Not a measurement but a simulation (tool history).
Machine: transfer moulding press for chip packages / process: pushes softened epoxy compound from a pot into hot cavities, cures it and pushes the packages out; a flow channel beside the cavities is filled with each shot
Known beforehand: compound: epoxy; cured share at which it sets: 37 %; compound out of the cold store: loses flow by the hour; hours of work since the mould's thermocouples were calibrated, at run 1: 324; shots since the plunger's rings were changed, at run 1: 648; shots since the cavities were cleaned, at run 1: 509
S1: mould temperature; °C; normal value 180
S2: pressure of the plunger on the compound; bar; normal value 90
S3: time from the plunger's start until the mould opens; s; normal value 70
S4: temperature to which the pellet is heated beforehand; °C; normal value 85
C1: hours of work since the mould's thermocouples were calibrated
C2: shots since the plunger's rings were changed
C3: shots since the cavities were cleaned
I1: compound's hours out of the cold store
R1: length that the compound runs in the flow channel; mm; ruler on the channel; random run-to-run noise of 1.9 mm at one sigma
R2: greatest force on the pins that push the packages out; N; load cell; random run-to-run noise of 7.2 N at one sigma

{"run": 1, "day": 0.0, "S1": 180, "S2": 90, "S3": 70, "S4": 85, "C1": 324, "C2": 648, "C3": 509, "I1": 28.2, "R1": 737, "R2": 405}
{"day": 0.229, "done": "cavities cleaned with cleaning compound and waxed"}
{"run": 2, "day": 0.646, "S1": 180, "S2": 90, "S3": 70, "S4": 85, "C1": 333, "C2": 846, "C3": 141, "I1": 36.6, "R1": 709, "R2": 454}
{"run": 3, "day": 1.142, "S1": 180, "S2": 90, "S3": 70, "S4": 85, "C1": 341, "C2": 1013, "C3": 308, "I1": 39.7, "R1": 695, "R2": 480}
{"run": 4, "day": 1.529, "S1": 180, "S2": 69.8, "S3": 70, "S4": 85, "C1": 347, "C2": 1143, "C3": 438, "I1": 39, "R1": 614, "R2": 477}
{"day": 1.971, "done": "cavities cleaned with cleaning compound and waxed"}
{"run": 5, "day": 1.988, "S1": 180, "S2": 88.3, "S3": 70, "S4": 85, "C1": 354, "C2": 1276, "C3": 5, "I1": 26.3, "R1": 728, "R2": 280}
{"run": 6, "day": 2.796, "S1": 180, "S2": 88.3, "S3": 70, "S4": 85, "C1": 367, "C2": 1549, "C3": 278, "I1": 32.3, "R1": 710, "R2": 359}
{"run": 7, "day": 3.204, "S1": 180, "S2": 90, "S3": 70, "S4": 85, "C1": 373, "C2": 1687, "C3": 416, "I1": 16.6, "R1": 769, "R2": 413}
{"day": 3.717, "done": "cavities cleaned with cleaning compound and waxed"}
{"run": 8, "day": 4.062, "S1": 180, "S2": 90, "S3": 70, "S4": 85, "C1": 386, "C2": 1956, "C3": 117, "I1": 22.7, "R1": 747, "R2": 355}
{"day": 4.321, "done": "cavities cleaned with cleaning compound and waxed, once more"}
{"run": 9, "day": 4.654, "S1": 180, "S2": 90, "S3": 70, "S4": 85, "C1": 394, "C2": 2135, "C3": 113, "I1": 36.7, "R1": 700, "R2": 320}
{"run": 10, "day": 5.129, "S1": 180, "S2": 90, "S3": 70, "S4": 85, "C1": 402, "C2": 2295, "C3": 273, "I1": 39.6, "R1": 690, "R2": 343}
{"run": 11, "day": 5.888, "S1": 177, "S2": 90, "S3": 70, "S4": 85, "C1": 414, "C2": 2550, "C3": 528, "I1": 47.9, "R1": 672, "R2": 463}
{"day": 6.038, "done": "cavities cleaned with cleaning compound and waxed"}
{"run": 12, "day": 6.533, "S1": 180, "S2": 90, "S3": 70, "S4": 85, "C1": 423, "C2": 2748, "C3": 169, "I1": 41.6, "R1": 683, "R2": 332}
{"run": 13, "day": 6.921, "S1": 180, "S2": 90, "S3": 70, "S4": 85, "C1": 429, "C2": 2878, "C3": 299, "I1": 21.5, "R1": 742, "R2": 381}
{"run": 14, "day": 7.65, "S1": 180, "S2": 90, "S3": 70, "S4": 85, "C1": 441, "C2": 3124, "C3": 545, "I1": 45, "R1": 670, "R2": 379}
{"day": 7.792, "done": "cavities cleaned with cleaning compound and waxed"}
{"run": 15, "day": 8.292, "S1": 180, "S2": 90, "S3": 70, "S4": 85, "C1": 450, "C2": 3320, "C3": 170, "I1": 31.4, "R1": 711, "R2": 348}
{"run": 16, "day": 9.029, "S1": 176, "S2": 90, "S3": 86, "S4": 79, "C1": 462, "C2": 3568, "C3": 418, "I1": 41.3, "R1": 691, "R2": 309}
{"day": 9.529, "done": "cavities cleaned with cleaning compound and waxed"}
{"run": 17, "day": 9.65, "S1": 176, "S2": 90, "S3": 86, "S4": 79, "C1": 471, "C2": 3756, "C3": 40, "I1": 28.3, "R1": 731, "R2": 248}
{"run": 18, "day": 10.175, "S1": 176, "S2": 90, "S3": 86, "S4": 79, "C1": 479, "C2": 3934, "C3": 218, "I1": 13.3, "R1": 781, "R2": 303}
{"day": 10.996, "done": "plunger's sealing rings changed"}
{"run": 19, "day": 10.996, "S1": 182, "S2": 90.2, "S3": 72, "S4": 79, "C1": 491, "C2": 0, "C3": 459, "I1": 46.7, "R1": 679, "R2": 315}
{"day": 11.383, "done": "cavities cleaned with cleaning compound and waxed"}
{"run": 20, "day": 11.596, "S1": 182, "S2": 70, "S3": 72, "S4": 79, "C1": 499, "C2": 182, "C3": 72, "I1": 13, "R1": 692, "R2": 282}
{"day": 12.267, "done": "mould's thermocouples calibrated"}
{"run": 21, "day": 12.538, "S1": 177, "S2": 103.7, "S3": 54, "S4": 86, "C1": 4, "C2": 472, "C3": 362, "I1": 21.5, "R1": 820, "R2": 827}
{"run": 22, "day": 12.933, "S1": 177, "S2": 103.7, "S3": 54, "S4": 86, "C1": 11, "C2": 605, "C3": 495, "I1": 39.8, "R1": 759, "R2": 811}
{"day": 13.212, "done": "cavities cleaned with cleaning compound and waxed"}
{"run": 23, "day": 13.783, "S1": 188, "S2": 96.1, "S3": 56, "S4": 86, "C1": 23, "C2": 870, "C3": 193, "I1": 45.5, "R1": 682, "R2": 343}
{"run": 24, "day": 14.321, "S1": 188, "S2": 96.1, "S3": 56, "S4": 86, "C1": 32, "C2": 1052, "C3": 375, "I1": 36.5, "R1": 707, "R2": 402}
{"day": 14.933, "done": "cavities cleaned with cleaning compound and waxed"}
{"run": 25, "day": 14.933, "S1": 175, "S2": 69.7, "S3": 70, "S4": 81, "C1": 40, "C2": 1238, "C3": 0, "I1": 25.8, "R1": 666, "R2": 431}
{"run": 26, "day": 15.3, "S1": 176, "S2": 82.4, "S3": 100, "S4": 86, "C1": 46, "C2": 1362, "C3": 124, "I1": 41.2, "R1": 671, "R2": 198}
{"run": 27, "day": 15.671, "S1": 180, "S2": 90, "S3": 67, "S4": 85, "C1": 52, "C2": 1487, "C3": 249, "I1": 25, "R1": 737, "R2": 411}

Consider 5 possible next runs. They are alternatives, not a sequence: every one starts from the tool as it was left by run 27. What does each give?
{"run": "A", "day": 16.242, "S1": 175, "S2": 90, "S3": 70, "S4": 85, "C1": 61, "C2": 1679, "C3": 441, "I1": 45.5, "R1": "?", "R2": "?"}
{"run": "B", "day": 16.242, "S1": 178, "S2": 90.5, "S3": 52, "S4": 85, "C1": 61, "C2": 1679, "C3": 441, "I1": 18, "R1": "?", "R2": "?"}
{"run": "C", "day": 16.242, "S1": 180, "S2": 94.8, "S3": 63, "S4": 82, "C1": 61, "C2": 1679, "C3": 441, "I1": 27.2, "R1": "?", "R2": "?"}
{"run": "D", "day": 16.242, "S1": 175, "S2": 90, "S3": 67, "S4": 85, "C1": 61, "C2": 1679, "C3": 441, "I1": 26.7, "R1": "?", "R2": "?"}
{"run": "E", "day": 16.242, "S1": 181, "S2": 97.4, "S3": 88, "S4": 85, "C1": 61, "C2": 1679, "C3": 441, "I1": 24.9, "R1": "?", "R2": "?"}

run=A R1=689 R2=531
run=B R1=767 R2=913
run=C R1=752 R2=540
run=D R1=750 R2=614
run=E R1=763 R2=236
With the hidden condition removed and each run's random variation left untouched, the same runs would have given:
run=A R1=699 R2=386
run=B R1=777 R2=663
run=C R1=762 R2=393
run=D R1=760 R2=445
run=E R1=773 R2=171

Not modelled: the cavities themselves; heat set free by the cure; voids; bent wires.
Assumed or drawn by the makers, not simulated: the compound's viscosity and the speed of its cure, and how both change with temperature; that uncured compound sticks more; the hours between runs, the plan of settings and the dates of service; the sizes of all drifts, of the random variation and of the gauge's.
